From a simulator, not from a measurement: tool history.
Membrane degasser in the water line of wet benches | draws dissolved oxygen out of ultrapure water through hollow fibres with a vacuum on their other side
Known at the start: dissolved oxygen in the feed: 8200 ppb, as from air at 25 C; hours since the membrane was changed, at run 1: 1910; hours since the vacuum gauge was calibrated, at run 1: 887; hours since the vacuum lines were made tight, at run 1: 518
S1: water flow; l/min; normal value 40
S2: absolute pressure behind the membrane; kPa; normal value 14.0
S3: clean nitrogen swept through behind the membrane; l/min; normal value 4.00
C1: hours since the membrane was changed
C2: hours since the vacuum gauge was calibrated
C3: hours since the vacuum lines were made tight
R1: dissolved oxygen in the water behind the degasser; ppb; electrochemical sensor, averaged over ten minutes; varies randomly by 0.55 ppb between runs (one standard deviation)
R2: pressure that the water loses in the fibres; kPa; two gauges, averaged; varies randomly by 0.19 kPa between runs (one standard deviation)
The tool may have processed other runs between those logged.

run	day	S1	S2	S3	C1	C2	C3	R1	R2
1	0.000	40	14.0	4.00	1910	887	518	251.8	41.45
2	4.071	40	14.0	4.00	2008	985	615	251.0	41.60
3	7.717	40	14.0	4.00	2095	1072	703	252.0	41.80
4	11.362	63	14.0	4.00	2183	1160	790	381.9	65.53
5	15.567	40	14.0	4.00	2284	1261	891	252.9	41.56
6	19.308	40	14.0	4.00	2374	1351	981	252.3	41.91
7	22.825	40	14.0	4.00	2458	1435	1065	252.4	41.36
# day 23.271: vacuum gauge calibrated
8	26.917	40	14.0	4.00	2556	87	1163	254.2	41.84
9	31.950	40	14.0	4.00	2676	208	1284	253.5	41.12
10	35.725	40	14.0	4.00	2767	299	1375	253.1	41.39
11	39.096	40	14.0	4.00	2848	380	1456	254.2	41.60
12	42.892	35	8.7	2.85	2939	471	1547	159.5	36.73
# day 47.658: vacuum gauge calibrated, once more
13	47.658	58	8.7	3.81	3053	0	1661	197.1	60.69
14	51.146	58	12.5	6.76	3137	84	1744	194.5	60.85
15	53.871	40	19.1	4.42	3202	149	1810	333.6	42.03
16	57.175	54	31.4	4.42	3281	228	1889	742.3	56.99
17	59.708	36	33.6	1.80	3342	289	1950	1183.3	37.95
18	64.096	36	33.6	1.80	3448	395	2055	1190.1	37.59
19	69.492	30	15.6	10.07	3577	524	2185	92.5	31.47
20	74.729	31	15.6	2.42	3703	650	2310	361.4	32.82
21	77.667	40	14.0	7.09	3773	720	2381	149.9	41.83

Branching from run 21: 3 alternative next runs. What would each branch give?
A	82.308	40	25.4	2.25	3885	832	2492	?	?
B	82.308	47	13.1	7.09	3885	832	2492	?	?
C	82.308	37	22.6	11.15	3885	832	2492	?	?

run	R1	R2
A	818.9	42.46
B	161.7	49.71
C	159.5	39.28
Stripped of hidden state, with their random variation kept, the same runs would have yielded:
run	R1	R2
A	812.9	40.68
B	158.7	47.63
C	157.3	37.64
